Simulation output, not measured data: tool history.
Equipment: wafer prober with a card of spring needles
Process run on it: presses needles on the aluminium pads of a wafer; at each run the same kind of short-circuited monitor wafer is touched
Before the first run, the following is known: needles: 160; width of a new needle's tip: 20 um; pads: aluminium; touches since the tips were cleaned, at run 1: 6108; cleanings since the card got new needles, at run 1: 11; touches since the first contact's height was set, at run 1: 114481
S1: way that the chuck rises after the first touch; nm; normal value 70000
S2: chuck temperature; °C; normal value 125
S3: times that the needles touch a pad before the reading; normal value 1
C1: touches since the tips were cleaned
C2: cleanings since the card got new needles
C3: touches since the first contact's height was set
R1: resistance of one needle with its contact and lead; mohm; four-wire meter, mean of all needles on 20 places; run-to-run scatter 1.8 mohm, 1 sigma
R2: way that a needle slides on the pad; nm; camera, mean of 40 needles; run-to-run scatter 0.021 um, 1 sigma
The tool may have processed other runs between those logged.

run    day     S1   S2  S3    C1  C2      C3   R1     R2
  1      0  70000  125   1  6108  11  114481  192  10520
     0.212  -- tips cleaned on abrasive film
  2  0.225  70000  125   1   104  12  116719  189  10530
  3  0.417  70000  125   3  2053  12  118668  192  10510
  4  0.625  70000  125   3  4190  12  120805  191  10530
     1.029  -- tips cleaned on abrasive film
  5  1.029  70000  125   1     0  13  124849  193  10530
  6  1.379  70000  125   1  3578  13  128427  192  10560
  7  1.571  70000  125   1  5508  13  130357  194  10510
     1.858  -- tips cleaned on abrasive film
  8  1.875  70000  125   1   154  14  133401  188  10510
  9  2.292  70000  125   1  4397  14  137644  191  10550
 10  2.567  70000  125   2  7184  14  140431  191  10520
     2.679  -- tips cleaned on abrasive film
 11  2.929  70000  125   2  2570  15  144108  191  10530
 12  3.342  70000  125   2  6740  15  148278  191  10520
     3.504  -- tips cleaned on abrasive film
 13  3.621  70000  125   2  1202  16  151087  191  10530
 14  4.017  70000  115   1  5204  16  155089  190  10520
     4.317  -- tips cleaned on abrasive film
 15  4.383  70000  115   1   670  17  158776  187  10540
 16  4.817  70000  115   1  5104  17  163210  190  10520
 17  5.033  70000  115   1  7275  17  165381  191  10550
     5.146  -- tips cleaned on abrasive film
 18  5.438  70000  125   1  2950  18  169461  189  10520
 19  5.804  70000  125   1  6656  18  173167  191  10510
     5.975  -- tips cleaned on abrasive film
 20  6.162  85000  125   2  1899  19  176771  189  12820
 21    6.6  85000   78   1  6352  19  181224  178  12740
     6.804  -- tips cleaned on abrasive film
 22  6.825  70000   27   3   217  20  183500  172  10550

Run 23 is up next; what results do you expect?
 23  7.175  71000  125   2  3744  20  187027   ?   ?

R1: 193 mohm
R2: 10660 nm
Minus the tool's unlogged condition, the same run would have read R1 193 mohm, R2 10670 nm.
